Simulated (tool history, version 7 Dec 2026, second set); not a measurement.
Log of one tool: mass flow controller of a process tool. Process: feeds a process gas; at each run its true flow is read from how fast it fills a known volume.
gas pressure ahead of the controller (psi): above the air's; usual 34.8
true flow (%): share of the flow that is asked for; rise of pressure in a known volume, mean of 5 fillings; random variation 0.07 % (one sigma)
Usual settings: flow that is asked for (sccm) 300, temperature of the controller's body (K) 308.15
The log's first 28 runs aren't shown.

run	hour	flow that is asked for (sccm)	gas pressure ahead of the controller (psi)	temperature of the controller's body (K)	hours of work since the controller was set to zero	hours of work since the controller was changed	true flow (%)
29	1973.6	699	26.4	310.15	54	1200	98.68
30	2022.1	649	21.3	293.15	69	1214	100.70
# hour 2027.3: controller's zero set anew, once more
31	2090.3	199	23.8	308.15	19	1235	97.87
32	2166.3	199	23.8	308.15	42	1258	97.84
33	2259.3	417	30.2	299.15	71	1287	98.87
34	2351.8	417	30.2	299.15	99	1315	98.78
35	2432.8	417	30.2	299.15	124	1340	98.90
36	2517.0	816	26.5	303.15	150	1365	99.19
37	2569.4	816	26.5	303.15	165	1381	99.24
38	2631.3	816	26.5	303.15	184	1400	99.30
39	2730.7	850	26.5	303.15	215	1431	99.28
40	2821.3	850	26.5	303.15	242	1458	99.23
41	2914.2	850	26.5	303.15	271	1487	99.25
42	2977.7	225	23.5	313.15	290	1506	97.44
43	3042.5	225	23.5	293.15	310	1526	99.56
44	3092.8	225	23.5	293.15	325	1541	99.61
45	3158.2	249	34.8	308.15	345	1561	97.46
46	3256.6	249	34.8	308.15	375	1591	97.56
47	3305.5	119	34.8	296.15	390	1606	98.67

Forecast each of these 5 alternatives for the next run:
A	3388.3	493	34.8	307.15	415	1631	?
B	3388.3	119	34.8	308.15	415	1631	?
C	3388.3	915	34.8	308.15	415	1631	?
D	3388.3	141	34.8	309.15	415	1631	?
E	3388.3	154	27.3	296.15	415	1631	?

run	true flow (%)
A	97.94
B	97.57
C	98.49
D	97.59
E	99.09
Without the tool's hidden state the same runs would have given:
run	true flow (%)
A	98.04
B	97.38
C	98.63
D	97.47
E	99.00

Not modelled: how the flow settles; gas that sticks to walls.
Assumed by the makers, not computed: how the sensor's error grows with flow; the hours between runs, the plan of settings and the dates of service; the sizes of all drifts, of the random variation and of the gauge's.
